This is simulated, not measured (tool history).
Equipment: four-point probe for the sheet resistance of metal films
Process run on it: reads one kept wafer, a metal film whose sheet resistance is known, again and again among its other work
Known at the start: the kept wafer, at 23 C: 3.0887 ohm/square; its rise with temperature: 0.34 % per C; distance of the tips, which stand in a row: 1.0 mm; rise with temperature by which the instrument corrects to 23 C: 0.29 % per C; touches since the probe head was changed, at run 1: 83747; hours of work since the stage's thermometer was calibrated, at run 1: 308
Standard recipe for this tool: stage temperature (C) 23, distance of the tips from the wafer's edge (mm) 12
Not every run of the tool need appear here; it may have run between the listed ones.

| run | hour | stage temperature (C) | distance of the tips from the wafer's edge (mm) | touches since the probe head was changed | hours of work since the stage's thermometer was calibrated | sheet resistance as the instrument gives it (ohm/square) |
|---|---|---|---|---|---|---|
| 1 | 0 | 23 | 12 | 83747 | 308 | 3.120161 |
| 2 | 19.6 | 23 | 12 | 84583 | 318 | 3.120217 |
| 3 | 36.3 | 23 | 12 | 85299 | 327 | 3.120457 |
| 4 | 49.5 | 23 | 12 | 85863 | 334 | 3.120913 |
| 5 | 64 | 23 | 12 | 86483 | 341 | 3.121074 |
| 6 | 78.5 | 23 | 12 | 87105 | 349 | 3.120241 |
| 7 | 98.2 | 23 | 12 | 87946 | 359 | 3.120877 |
| 8 | 111 | 23 | 12 | 88493 | 366 | 3.120282 |
| 9 | 124 | 23 | 12 | 89049 | 373 | 3.122384 |
| 10 | 142.5 | 28 | 12 | 89837 | 382 | 3.129071 |
| 11 | 162.6 | 23 | 12 | 90696 | 393 | 3.121619 |
| 12 | 180.7 | 23 | 12 | 91471 | 402 | 3.122952 |
| 13 | 200.9 | 23 | 12 | 92335 | 412 | 3.122268 |
| 14 | 209.5 | 23 | 12 | 92700 | 417 | 3.121709 |
| 15 | 219.4 | 23 | 12 | 93124 | 422 | 3.122403 |
| 16 | 229.8 | 23 | 12 | 93571 | 427 | 3.122329 |
| 17 | 248.7 | 28 | 10 | 94377 | 437 | 3.135894 |
| 18 | 261.2 | 28 | 10 | 94913 | 444 | 3.135854 |
| 19 | 273 | 31 | 11 | 95415 | 450 | 3.137463 |
| 20 | 285.1 | 31 | 11 | 95934 | 456 | 3.138123 |
| 21 | 298 | 31 | 11 | 96486 | 463 | 3.139524 |
| 22 | 307.2 | 31 | 24 | 96880 | 467 | 3.12736 |
| 23 | 321.4 | 32 | 72 | 97485 | 475 | 3.126313 |
| 24 | 335 | 19 | 37 | 98065 | 482 | 3.106995 |
| 25 | 351.3 | 19 | 37 | 98765 | 490 | 3.107541 |
| 26 | 370.8 | 26 | 21 | 99597 | 500 | 3.120607 |

Run 27 is up next; what results do you expect?
| 27 | 388.9 | 23 | 3 | 100370 | 510 | ? |

sheet resistance as the instrument gives it (ohm/square): 3.288063
Were there no unlogged condition in the tool, this run, its random variation unchanged, would have produced sheet resistance as the instrument gives it (ohm/square) 3.262727.

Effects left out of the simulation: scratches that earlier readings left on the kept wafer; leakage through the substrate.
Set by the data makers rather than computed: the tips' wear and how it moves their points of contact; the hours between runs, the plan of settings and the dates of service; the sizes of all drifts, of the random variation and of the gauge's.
